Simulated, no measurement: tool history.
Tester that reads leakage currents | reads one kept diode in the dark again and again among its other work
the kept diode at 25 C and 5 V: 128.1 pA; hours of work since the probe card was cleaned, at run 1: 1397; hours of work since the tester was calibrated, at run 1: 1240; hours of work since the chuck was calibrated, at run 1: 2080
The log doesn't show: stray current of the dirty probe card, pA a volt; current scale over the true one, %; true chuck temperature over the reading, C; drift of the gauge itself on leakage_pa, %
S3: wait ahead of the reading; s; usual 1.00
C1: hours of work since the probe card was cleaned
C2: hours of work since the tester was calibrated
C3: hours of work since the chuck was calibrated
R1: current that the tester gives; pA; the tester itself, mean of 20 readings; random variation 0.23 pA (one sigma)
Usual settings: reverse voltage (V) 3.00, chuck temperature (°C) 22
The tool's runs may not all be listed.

run 1 hour=0.0 | reverse_voltage_(V)=3.00 chuck_temperature_(°C)=22 S3=1.00 | C1=1397 C2=1240 C3=2080 | R1=67.29
run 2 hour=18.2 | reverse_voltage_(V)=3.00 chuck_temperature_(°C)=22 S3=1.00 | C1=1411 C2=1254 C3=2094 | R1=67.65
-- hour=43.1 chuck's temperature calibrated
run 3 hour=43.1 | reverse_voltage_(V)=9.57 chuck_temperature_(°C)=22 S3=1.00 | C1=1428 C2=1271 C3=0 | R1=159.27
run 4 hour=85.5 | reverse_voltage_(V)=9.57 chuck_temperature_(°C)=22 S3=1.00 | C1=1460 C2=1303 C3=32 | R1=159.55
run 5 hour=108.0 | reverse_voltage_(V)=9.57 chuck_temperature_(°C)=22 S3=1.00 | C1=1477 C2=1320 C3=49 | R1=159.40
run 6 hour=136.0 | reverse_voltage_(V)=9.57 chuck_temperature_(°C)=22 S3=1.00 | C1=1498 C2=1341 C3=70 | R1=158.60
run 7 hour=168.9 | reverse_voltage_(V)=9.57 chuck_temperature_(°C)=22 S3=1.00 | C1=1522 C2=1365 C3=94 | R1=158.66
run 8 hour=209.1 | reverse_voltage_(V)=9.57 chuck_temperature_(°C)=22 S3=1.00 | C1=1552 C2=1396 C3=124 | R1=159.06
run 9 hour=238.6 | reverse_voltage_(V)=9.57 chuck_temperature_(°C)=22 S3=1.00 | C1=1575 C2=1418 C3=147 | R1=159.54
run 10 hour=274.7 | reverse_voltage_(V)=3.00 chuck_temperature_(°C)=22 S3=1.42 | C1=1602 C2=1445 C3=174 | R1=78.56
run 11 hour=313.0 | reverse_voltage_(V)=3.30 chuck_temperature_(°C)=22 S3=1.42 | C1=1630 C2=1474 C3=202 | R1=82.59
run 12 hour=336.4 | reverse_voltage_(V)=3.00 chuck_temperature_(°C)=22 S3=1.00 | C1=1648 C2=1491 C3=220 | R1=78.20
run 13 hour=377.6 | reverse_voltage_(V)=3.00 chuck_temperature_(°C)=22 S3=1.00 | C1=1679 C2=1522 C3=251 | R1=78.30
run 14 hour=419.4 | reverse_voltage_(V)=3.00 chuck_temperature_(°C)=22 S3=1.00 | C1=1710 C2=1553 C3=282 | R1=78.26
run 15 hour=449.4 | reverse_voltage_(V)=3.97 chuck_temperature_(°C)=32 S3=1.00 | C1=1733 C2=1576 C3=305 | R1=191.71
run 16 hour=488.0 | reverse_voltage_(V)=2.12 chuck_temperature_(°C)=20 S3=0.93 | C1=1761 C2=1605 C3=333 | R1=53.76
run 17 hour=525.7 | reverse_voltage_(V)=2.60 chuck_temperature_(°C)=20 S3=0.93 | C1=1790 C2=1633 C3=362 | R1=61.64
run 18 hour=553.7 | reverse_voltage_(V)=2.60 chuck_temperature_(°C)=46 S3=5.81 | C1=1811 C2=1654 C3=383 | R1=390.58
run 19 hour=575.2 | reverse_voltage_(V)=18.93 chuck_temperature_(°C)=22 S3=0.35 | C1=1827 C2=1670 C3=399 | R1=247.04
run 20 hour=593.7 | reverse_voltage_(V)=3.00 chuck_temperature_(°C)=22 S3=0.52 | C1=1841 C2=1684 C3=413 | R1=78.06
run 21 hour=623.3 | reverse_voltage_(V)=14.16 chuck_temperature_(°C)=24 S3=1.00 | C1=1863 C2=1706 C3=435 | R1=233.67
run 22 hour=652.2 | reverse_voltage_(V)=12.47 chuck_temperature_(°C)=28 S3=1.38 | C1=1885 C2=1728 C3=457 | R1=283.81
run 23 hour=674.1 | reverse_voltage_(V)=3.00 chuck_temperature_(°C)=40 S3=0.59 | C1=1901 C2=1744 C3=473 | R1=282.20
run 24 hour=706.6 | reverse_voltage_(V)=16.51 chuck_temperature_(°C)=29 S3=1.15 | C1=1925 C2=1769 C3=497 | R1=359.91
run 25 hour=741.0 | reverse_voltage_(V)=16.51 chuck_temperature_(°C)=27 S3=1.42 | C1=1951 C2=1794 C3=523 | R1=314.97
run 26 hour=776.7 | reverse_voltage_(V)=12.31 chuck_temperature_(°C)=39 S3=3.25 | C1=1978 C2=1821 C3=550 | R1=607.90
run 27 hour=808.8 | reverse_voltage_(V)=12.31 chuck_temperature_(°C)=25 S3=3.25 | C1=2002 C2=1845 C3=574 | R1=226.83

4 ways to go on from here, each from the tool as it stands after run 27. What would each give?
run A hour=842.0 | reverse_voltage_(V)=2.05 chuck_temperature_(°C)=38 S3=0.35 | C1=2027 C2=1870 C3=599 | R1=?
run B hour=842.0 | reverse_voltage_(V)=11.25 chuck_temperature_(°C)=46 S3=1.00 | C1=2027 C2=1870 C3=599 | R1=?
run C hour=842.0 | reverse_voltage_(V)=1.71 chuck_temperature_(°C)=25 S3=2.67 | C1=2027 C2=1870 C3=599 | R1=?
run D hour=842.0 | reverse_voltage_(V)=12.31 chuck_temperature_(°C)=25 S3=1.42 | C1=2027 C2=1870 C3=599 | R1=?

run=A R1=194.42
run=B R1=916.18
run=C R1=68.31
run=D R1=227.18
Without the tool's hidden state the same runs would have given:
run=A R1=198.25
run=B R1=930.01
run=C R1=68.45
run=D R1=217.77
